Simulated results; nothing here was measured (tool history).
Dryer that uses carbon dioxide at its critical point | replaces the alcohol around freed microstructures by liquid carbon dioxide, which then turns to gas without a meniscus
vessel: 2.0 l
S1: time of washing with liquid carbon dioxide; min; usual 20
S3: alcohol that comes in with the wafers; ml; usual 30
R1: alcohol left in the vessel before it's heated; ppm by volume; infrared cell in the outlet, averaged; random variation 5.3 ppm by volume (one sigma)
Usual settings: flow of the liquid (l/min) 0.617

Run 1, day 0: usual settings. Result: R1 145 ppm by volume.
Run 2, day 0.492: usual settings. Result: R1 139 ppm by volume.
Run 3, day 0.733: usual settings but S3 87 ml. Result: R1 375 ppm by volume.
Run 4, day 1.225: usual settings but S3 107 ml. Result: R1 462 ppm by volume.
Run 5, day 1.662: usual settings but S3 107 ml. Result: R1 467 ppm by volume.
Run 6, day 2.196: usual settings but S1 25 min. Result: R1 61 ppm by volume.
Run 7, day 2.629: usual settings but S1 13 min. Result: R1 701 ppm by volume.
Run 8, day 3.075: usual settings but S1 19 min, flow of the liquid (l/min) 0.635, S3 89 ml. Result: R1 466 ppm by volume.
Run 9, day 3.538: usual settings but S1 21 min, flow of the liquid (l/min) 0.529, S3 46 ml. Result: R1 379 ppm by volume.
Run 10, day 3.833: usual settings but S1 15 min, flow of the liquid (l/min) 0.561. Result: R1 629 ppm by volume.
Run 11, day 4.25: usual settings but S1 15 min, flow of the liquid (l/min) 0.523, S3 20 ml. Result: R1 544 ppm by volume.
Run 12, day 4.812: usual settings but S1 19 min, flow of the liquid (l/min) 0.597, S3 40 ml. Result: R1 305 ppm by volume.

Measured less the same run without the tool's hidden state. The same run-to-run variation is in both; the gauge's scatter may not be:
The hidden state here: flow that reaches the vessel past the clogged filter, %; alcohol in the recycled carbon dioxide, ppm; drift of the gauge itself on alcohol_ppm, %.
run   R1
  1  +25
  2  +26
  3  +46
  4  +60
  5  +65
  6  +24
  7  +77
  8  +81
  9  +66
 10  +84
 11  +75
 12  +66

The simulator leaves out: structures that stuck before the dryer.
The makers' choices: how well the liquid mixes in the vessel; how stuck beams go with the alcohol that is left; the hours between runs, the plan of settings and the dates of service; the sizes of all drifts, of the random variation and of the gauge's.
